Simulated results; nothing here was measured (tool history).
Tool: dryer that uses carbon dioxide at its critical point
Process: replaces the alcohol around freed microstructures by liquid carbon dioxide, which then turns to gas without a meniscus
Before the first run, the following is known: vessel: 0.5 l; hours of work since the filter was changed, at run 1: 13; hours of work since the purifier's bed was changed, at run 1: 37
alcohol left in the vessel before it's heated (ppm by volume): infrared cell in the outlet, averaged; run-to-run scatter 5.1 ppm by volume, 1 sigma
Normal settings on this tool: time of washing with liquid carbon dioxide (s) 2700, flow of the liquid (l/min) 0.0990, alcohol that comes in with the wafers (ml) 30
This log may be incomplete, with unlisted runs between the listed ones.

| run | hour | time of washing with liquid carbon dioxide (s) | flow of the liquid (l/min) | alcohol that comes in with the wafers (ml) | hours of work since the filter was changed | hours of work since the purifier's bed was changed | alcohol left in the vessel before it's heated (ppm by volume) |
|---|---|---|---|---|---|---|---|
| 1 | 0.0 | 2700 | 0.0990 | 30 | 13 | 37 | 66 |
| 2 | 6.5 | 2700 | 0.0990 | 30 | 17 | 41 | 72 |
| 3 | 12.6 | 2700 | 0.0990 | 30 | 20 | 45 | 79 |
| 4 | 19.3 | 3180 | 0.0990 | 30 | 24 | 49 | 35 |
| 5 | 24.0 | 3180 | 0.0990 | 30 | 27 | 52 | 30 |
| 6 | 32.0 | 2700 | 0.1170 | 30 | 32 | 56 | 24 |
| 7 | 36.5 | 2700 | 0.1170 | 30 | 34 | 59 | 31 |
| 8 | 44.0 | 2700 | 0.1170 | 30 | 39 | 63 | 27 |
| 9 | 52.7 | 2700 | 0.0990 | 73 | 44 | 68 | 170 |
| 10 | 57.3 | 2700 | 0.0990 | 73 | 46 | 71 | 172 |
| 11 | 63.0 | 2700 | 0.0990 | 73 | 50 | 74 | 174 |
| 12 | 70.2 | 2700 | 0.0990 | 73 | 54 | 79 | 173 |
| 13 | 79.2 | 1980 | 0.1043 | 73 | 59 | 84 | 742 |
| 14 | 83.3 | 2880 | 0.1043 | 73 | 62 | 86 | 91 |
| 15 | 89.8 | 3900 | 0.0990 | 29 | 66 | 90 | 31 |
| 16 | 99.4 | 2220 | 0.0990 | 82 | 71 | 96 | 612 |
| 17 | 105.5 | 3840 | 0.0990 | 34 | 75 | 99 | 26 |
| 18 | 111.7 | 3840 | 0.0990 | 96 | 78 | 103 | 33 |
| 19 | 116.0 | 2700 | 0.0990 | 28 | 81 | 106 | 90 |
| 20 | 122.2 | 2700 | 0.0990 | 28 | 85 | 109 | 98 |
| 21 | 126.5 | 2700 | 0.0990 | 28 | 87 | 112 | 82 |
| 22 | 131.3 | 2700 | 0.0990 | 28 | 90 | 114 | 92 |
| 23 | 139.4 | 3180 | 0.0990 | 30 | 95 | 119 | 44 |

The logged runs with the hidden state left out (each run's random variation unchanged):
Hidden conditions of the tool in this case: flow that reaches the vessel past the clogged filter, %; alcohol in the recycled carbon dioxide, ppm; drift of the gauge itself on alcohol_ppm, %.
| run | alcohol left in the vessel before it's heated (ppm by volume) |
|---|---|
| 1 | 56 |
| 2 | 60 |
| 3 | 67 |
| 4 | 24 |
| 5 | 19 |
| 6 | 12 |
| 7 | 18 |
| 8 | 13 |
| 9 | 143 |
| 10 | 145 |
| 11 | 144 |
| 12 | 142 |
| 13 | 657 |
| 14 | 66 |
| 15 | 14 |
| 16 | 524 |
| 17 | 7 |
| 18 | 12 |
| 19 | 61 |
| 20 | 67 |
| 21 | 51 |
| 22 | 60 |
| 23 | 18 |

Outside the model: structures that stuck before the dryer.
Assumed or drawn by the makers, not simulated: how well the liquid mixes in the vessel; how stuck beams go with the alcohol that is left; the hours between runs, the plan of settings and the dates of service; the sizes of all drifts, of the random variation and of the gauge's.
